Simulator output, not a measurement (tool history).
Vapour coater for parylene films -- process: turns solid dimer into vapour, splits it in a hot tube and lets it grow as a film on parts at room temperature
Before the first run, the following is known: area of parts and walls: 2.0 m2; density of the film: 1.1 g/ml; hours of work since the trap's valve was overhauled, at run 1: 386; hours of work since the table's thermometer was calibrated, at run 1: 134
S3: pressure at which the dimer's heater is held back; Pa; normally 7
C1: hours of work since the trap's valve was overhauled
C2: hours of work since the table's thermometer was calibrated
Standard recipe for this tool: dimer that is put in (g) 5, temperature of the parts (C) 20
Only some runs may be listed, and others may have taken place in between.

{"run": 1, "hour": 0.0, "dimer that is put in (g)": 5, "temperature of the parts (C)": 20, "S3": 7, "C1": 386, "C2": 134, "thickness of the film (µm)": 1.023}
{"run": 2, "hour": 8.8, "dimer that is put in (g)": 5, "temperature of the parts (C)": 20, "S3": 7, "C1": 390, "C2": 138, "thickness of the film (µm)": 1.022}
{"run": 3, "hour": 24.9, "dimer that is put in (g)": 5, "temperature of the parts (C)": 20, "S3": 7, "C1": 397, "C2": 145, "thickness of the film (µm)": 1.017}
{"run": 4, "hour": 40.1, "dimer that is put in (g)": 5, "temperature of the parts (C)": 20, "S3": 7, "C1": 403, "C2": 151, "thickness of the film (µm)": 1.026}
{"run": 5, "hour": 55.9, "dimer that is put in (g)": 5, "temperature of the parts (C)": 20, "S3": 7, "C1": 410, "C2": 158, "thickness of the film (µm)": 1.023}
{"run": 6, "hour": 62.6, "dimer that is put in (g)": 5, "temperature of the parts (C)": 20, "S3": 7, "C1": 413, "C2": 161, "thickness of the film (µm)": 1.024}
{"run": 7, "hour": 78.8, "dimer that is put in (g)": 5, "temperature of the parts (C)": 20, "S3": 7, "C1": 420, "C2": 168, "thickness of the film (µm)": 1.018}
{"run": 8, "hour": 88.2, "dimer that is put in (g)": 8, "temperature of the parts (C)": 20, "S3": 7, "C1": 424, "C2": 172, "thickness of the film (µm)": 1.631}
{"run": 9, "hour": 101.6, "dimer that is put in (g)": 8, "temperature of the parts (C)": 20, "S3": 7, "C1": 429, "C2": 177, "thickness of the film (µm)": 1.637}
{"run": 10, "hour": 111.5, "dimer that is put in (g)": 8, "temperature of the parts (C)": 20, "S3": 7, "C1": 434, "C2": 182, "thickness of the film (µm)": 1.633}
{"run": 11, "hour": 119.9, "dimer that is put in (g)": 8, "temperature of the parts (C)": 20, "S3": 7, "C1": 437, "C2": 185, "thickness of the film (µm)": 1.637}
{"run": 12, "hour": 133.7, "dimer that is put in (g)": 3, "temperature of the parts (C)": 20, "S3": 7, "C1": 443, "C2": 191, "thickness of the film (µm)": 0.615}
{"run": 13, "hour": 140.7, "dimer that is put in (g)": 3, "temperature of the parts (C)": 20, "S3": 7, "C1": 446, "C2": 194, "thickness of the film (µm)": 0.618}
{"run": 14, "hour": 156.3, "dimer that is put in (g)": 3, "temperature of the parts (C)": 20, "S3": 7, "C1": 453, "C2": 201, "thickness of the film (µm)": 0.616}
{"run": 15, "hour": 167.2, "dimer that is put in (g)": 3, "temperature of the parts (C)": 20, "S3": 7, "C1": 457, "C2": 205, "thickness of the film (µm)": 0.609}
{"hour": 172.3, "done": "trap's valve overhauled"}
{"run": 16, "hour": 182.6, "dimer that is put in (g)": 3, "temperature of the parts (C)": 20, "S3": 7, "C1": 4, "C2": 210, "thickness of the film (µm)": 0.608}
{"run": 17, "hour": 190.3, "dimer that is put in (g)": 3, "temperature of the parts (C)": 20, "S3": 7, "C1": 8, "C2": 213, "thickness of the film (µm)": 0.607}
{"run": 18, "hour": 205.7, "dimer that is put in (g)": 5, "temperature of the parts (C)": 20, "S3": 7, "C1": 14, "C2": 220, "thickness of the film (µm)": 1.005}
{"run": 19, "hour": 219.9, "dimer that is put in (g)": 5, "temperature of the parts (C)": 20, "S3": 2.89, "C1": 20, "C2": 226, "thickness of the film (µm)": 1.17}
{"run": 20, "hour": 232.4, "dimer that is put in (g)": 5, "temperature of the parts (C)": 20, "S3": 2.89, "C1": 25, "C2": 231, "thickness of the film (µm)": 1.171}
{"run": 21, "hour": 248.2, "dimer that is put in (g)": 5, "temperature of the parts (C)": 20, "S3": 2.89, "C1": 32, "C2": 238, "thickness of the film (µm)": 1.164}
{"run": 22, "hour": 263.2, "dimer that is put in (g)": 5, "temperature of the parts (C)": 20, "S3": 2.89, "C1": 39, "C2": 244, "thickness of the film (µm)": 1.169}
{"hour": 272.5, "done": "trap's valve overhauled, once more"}
{"run": 23, "hour": 281.8, "dimer that is put in (g)": 5, "temperature of the parts (C)": 20, "S3": 2.89, "C1": 4, "C2": 250, "thickness of the film (µm)": 1.229}
{"run": 24, "hour": 297.2, "dimer that is put in (g)": 5, "temperature of the parts (C)": 20, "S3": 9.38, "C1": 10, "C2": 257, "thickness of the film (µm)": 1.008}
{"run": 25, "hour": 311.0, "dimer that is put in (g)": 5, "temperature of the parts (C)": 20, "S3": 6.3, "C1": 16, "C2": 263, "thickness of the film (µm)": 1.074}
{"run": 26, "hour": 327.0, "dimer that is put in (g)": 5, "temperature of the parts (C)": 20, "S3": 6.3, "C1": 23, "C2": 270, "thickness of the film (µm)": 1.075}
{"run": 27, "hour": 334.7, "dimer that is put in (g)": 5, "temperature of the parts (C)": 24, "S3": 9.84, "C1": 26, "C2": 273, "thickness of the film (µm)": 0.829}
{"run": 28, "hour": 348.1, "dimer that is put in (g)": 5, "temperature of the parts (C)": 24, "S3": 9.84, "C1": 32, "C2": 279, "thickness of the film (µm)": 0.827}
{"run": 29, "hour": 360.9, "dimer that is put in (g)": 5, "temperature of the parts (C)": 27, "S3": 10.47, "C1": 38, "C2": 284, "thickness of the film (µm)": 0.722}
{"run": 30, "hour": 370.2, "dimer that is put in (g)": 5, "temperature of the parts (C)": 20, "S3": 7, "C1": 41, "C2": 288, "thickness of the film (µm)": 1.054}
{"run": 31, "hour": 380.3, "dimer that is put in (g)": 5, "temperature of the parts (C)": 29, "S3": 7.26, "C1": 46, "C2": 292, "thickness of the film (µm)": 0.702}
{"run": 32, "hour": 392.3, "dimer that is put in (g)": 5, "temperature of the parts (C)": 29, "S3": 7.26, "C1": 51, "C2": 297, "thickness of the film (µm)": 0.7}
{"run": 33, "hour": 407.7, "dimer that is put in (g)": 4, "temperature of the parts (C)": 19, "S3": 2.18, "C1": 57, "C2": 304, "thickness of the film (µm)": 1.08}
{"run": 34, "hour": 417.9, "dimer that is put in (g)": 2, "temperature of the parts (C)": 12, "S3": 7.52, "C1": 62, "C2": 308, "thickness of the film (µm)": 0.605}
{"run": 35, "hour": 428.1, "dimer that is put in (g)": 9, "temperature of the parts (C)": 28, "S3": 5.96, "C1": 66, "C2": 313, "thickness of the film (µm)": 1.361}
{"run": 36, "hour": 443.9, "dimer that is put in (g)": 9, "temperature of the parts (C)": 21, "S3": 5.96, "C1": 73, "C2": 319, "thickness of the film (µm)": 1.873}
{"run": 37, "hour": 460.0, "dimer that is put in (g)": 9, "temperature of the parts (C)": 21, "S3": 5.96, "C1": 80, "C2": 326, "thickness of the film (µm)": 1.865}
{"run": 38, "hour": 475.6, "dimer that is put in (g)": 9, "temperature of the parts (C)": 14, "S3": 5.96, "C1": 86, "C2": 333, "thickness of the film (µm)": 2.57}
{"run": 39, "hour": 483.1, "dimer that is put in (g)": 5, "temperature of the parts (C)": 20, "S3": 7, "C1": 89, "C2": 336, "thickness of the film (µm)": 1.056}
{"run": 40, "hour": 491.4, "dimer that is put in (g)": 5, "temperature of the parts (C)": 13, "S3": 6.14, "C1": 93, "C2": 339, "thickness of the film (µm)": 1.489}
{"run": 41, "hour": 506.8, "dimer that is put in (g)": 6, "temperature of the parts (C)": 13, "S3": 11.53, "C1": 99, "C2": 346, "thickness of the film (µm)": 1.598}
{"run": 42, "hour": 516.2, "dimer that is put in (g)": 5, "temperature of the parts (C)": 20, "S3": 3.67, "C1": 103, "C2": 350, "thickness of the film (µm)": 1.179}
{"run": 43, "hour": 526.9, "dimer that is put in (g)": 7, "temperature of the parts (C)": 13, "S3": 3.67, "C1": 108, "C2": 354, "thickness of the film (µm)": 2.275}
{"run": 44, "hour": 534.7, "dimer that is put in (g)": 7, "temperature of the parts (C)": 19, "S3": 11.68, "C1": 111, "C2": 358, "thickness of the film (µm)": 1.418}
{"run": 45, "hour": 549.3, "dimer that is put in (g)": 7, "temperature of the parts (C)": 19, "S3": 11.68, "C1": 117, "C2": 364, "thickness of the film (µm)": 1.426}
{"run": 46, "hour": 564.6, "dimer that is put in (g)": 4, "temperature of the parts (C)": 20, "S3": 7, "C1": 124, "C2": 370, "thickness of the film (µm)": 0.843}
{"run": 47, "hour": 580.1, "dimer that is put in (g)": 4, "temperature of the parts (C)": 20, "S3": 7, "C1": 130, "C2": 377, "thickness of the film (µm)": 0.845}

Table of differences, measured result less the result of that run with no hidden state. Run-to-run variation is the same in both. Gauge scatter possibly is not:
Unlogged tool condition in this case: vapour lost through the trap's worn valve, %; true temperature of the parts over the reading, C; drift of the gauge itself on film_um, %.
run=1 thickness_of_the_film_(µm)=-0.023
run=2 thickness_of_the_film_(µm)=-0.024
run=3 thickness_of_the_film_(µm)=-0.024
run=4 thickness_of_the_film_(µm)=-0.023
run=5 thickness_of_the_film_(µm)=-0.023
run=6 thickness_of_the_film_(µm)=-0.023
run=7 thickness_of_the_film_(µm)=-0.023
run=8 thickness_of_the_film_(µm)=-0.037
run=9 thickness_of_the_film_(µm)=-0.038
run=10 thickness_of_the_film_(µm)=-0.037
run=11 thickness_of_the_film_(µm)=-0.037
run=12 thickness_of_the_film_(µm)=-0.014
run=13 thickness_of_the_film_(µm)=-0.014
run=14 thickness_of_the_film_(µm)=-0.014
run=15 thickness_of_the_film_(µm)=-0.014
run=16 thickness_of_the_film_(µm)=-0.024
run=17 thickness_of_the_film_(µm)=-0.024
run=18 thickness_of_the_film_(µm)=-0.041
run=19 thickness_of_the_film_(µm)=-0.047
run=20 thickness_of_the_film_(µm)=-0.047
run=21 thickness_of_the_film_(µm)=-0.047
run=22 thickness_of_the_film_(µm)=-0.047
run=23 thickness_of_the_film_(µm)=+0.015
run=24 thickness_of_the_film_(µm)=+0.012
run=25 thickness_of_the_film_(µm)=+0.013
run=26 thickness_of_the_film_(µm)=+0.013
run=27 thickness_of_the_film_(µm)=+0.009
run=28 thickness_of_the_film_(µm)=+0.01
run=29 thickness_of_the_film_(µm)=+0.008
run=30 thickness_of_the_film_(µm)=+0.013
run=31 thickness_of_the_film_(µm)=+0.008
run=32 thickness_of_the_film_(µm)=+0.008
run=33 thickness_of_the_film_(µm)=+0.013
run=34 thickness_of_the_film_(µm)=+0.007
run=35 thickness_of_the_film_(µm)=+0.016
run=36 thickness_of_the_film_(µm)=+0.022
run=37 thickness_of_the_film_(µm)=+0.021
run=38 thickness_of_the_film_(µm)=+0.03
run=39 thickness_of_the_film_(µm)=+0.013
run=40 thickness_of_the_film_(µm)=+0.017
run=41 thickness_of_the_film_(µm)=+0.019
run=42 thickness_of_the_film_(µm)=+0.013
run=43 thickness_of_the_film_(µm)=+0.027
run=44 thickness_of_the_film_(µm)=+0.017
run=45 thickness_of_the_film_(µm)=+0.017
run=46 thickness_of_the_film_(µm)=+0.01
run=47 thickness_of_the_film_(µm)=+0.01
